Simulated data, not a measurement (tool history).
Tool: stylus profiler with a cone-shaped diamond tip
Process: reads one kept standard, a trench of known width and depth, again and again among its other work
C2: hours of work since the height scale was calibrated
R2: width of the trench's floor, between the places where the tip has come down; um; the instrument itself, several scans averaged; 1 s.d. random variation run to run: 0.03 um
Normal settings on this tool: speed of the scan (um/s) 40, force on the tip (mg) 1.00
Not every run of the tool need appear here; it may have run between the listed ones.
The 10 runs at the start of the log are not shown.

{"run": 11, "hour": 369.3, "speed of the scan (um/s)": 40, "force on the tip (mg)": 1.0, "scans with this tip": 7350, "C2": 1032, "depth of the trench (nm)": 501.21, "R2": 45.76}
{"run": 12, "hour": 412.6, "speed of the scan (um/s)": 40, "force on the tip (mg)": 1.0, "scans with this tip": 7547, "C2": 1060, "depth of the trench (nm)": 501.42, "R2": 45.73}
{"run": 13, "hour": 438.8, "speed of the scan (um/s)": 40, "force on the tip (mg)": 1.0, "scans with this tip": 7666, "C2": 1076, "depth of the trench (nm)": 501.12, "R2": 45.77}
{"run": 14, "hour": 475.7, "speed of the scan (um/s)": 40, "force on the tip (mg)": 1.0, "scans with this tip": 7833, "C2": 1100, "depth of the trench (nm)": 501.24, "R2": 45.7}
{"run": 15, "hour": 522.7, "speed of the scan (um/s)": 40, "force on the tip (mg)": 0.65, "scans with this tip": 8047, "C2": 1130, "depth of the trench (nm)": 500.01, "R2": 45.65}
{"run": 16, "hour": 563.4, "speed of the scan (um/s)": 40, "force on the tip (mg)": 0.65, "scans with this tip": 8231, "C2": 1156, "depth of the trench (nm)": 500.15, "R2": 45.6}
{"run": 17, "hour": 609.5, "speed of the scan (um/s)": 40, "force on the tip (mg)": 0.65, "scans with this tip": 8440, "C2": 1185, "depth of the trench (nm)": 500.05, "R2": 45.59}
{"run": 18, "hour": 646.3, "speed of the scan (um/s)": 40, "force on the tip (mg)": 0.69, "scans with this tip": 8608, "C2": 1208, "depth of the trench (nm)": 500.22, "R2": 45.56}
{"run": 19, "hour": 680.9, "speed of the scan (um/s)": 30, "force on the tip (mg)": 0.38, "scans with this tip": 8765, "C2": 1231, "depth of the trench (nm)": 499.14, "R2": 45.54}
{"run": 20, "hour": 712.4, "speed of the scan (um/s)": 73, "force on the tip (mg)": 0.63, "scans with this tip": 8907, "C2": 1251, "depth of the trench (nm)": 499.9, "R2": 45.09}
{"run": 21, "hour": 752.8, "speed of the scan (um/s)": 29, "force on the tip (mg)": 0.93, "scans with this tip": 9091, "C2": 1276, "depth of the trench (nm)": 500.66, "R2": 45.73}
{"run": 22, "hour": 791.5, "speed of the scan (um/s)": 15, "force on the tip (mg)": 0.93, "scans with this tip": 9266, "C2": 1301, "depth of the trench (nm)": 500.5, "R2": 45.84}

Expected results for the next run?
{"run": 23, "hour": 830.4, "speed of the scan (um/s)": 15, "force on the tip (mg)": 0.93, "scans with this tip": 9443, "C2": 1326, "depth of the trench (nm)": "?", "R2": "?"}

For run 23 the tool returned depth of the trench (nm) 500.45, R2 45.87 um.
If the tool had no hidden condition, the same run with the same run-to-run variation would have returned depth of the trench (nm) 503.41, R2 46.93 um.
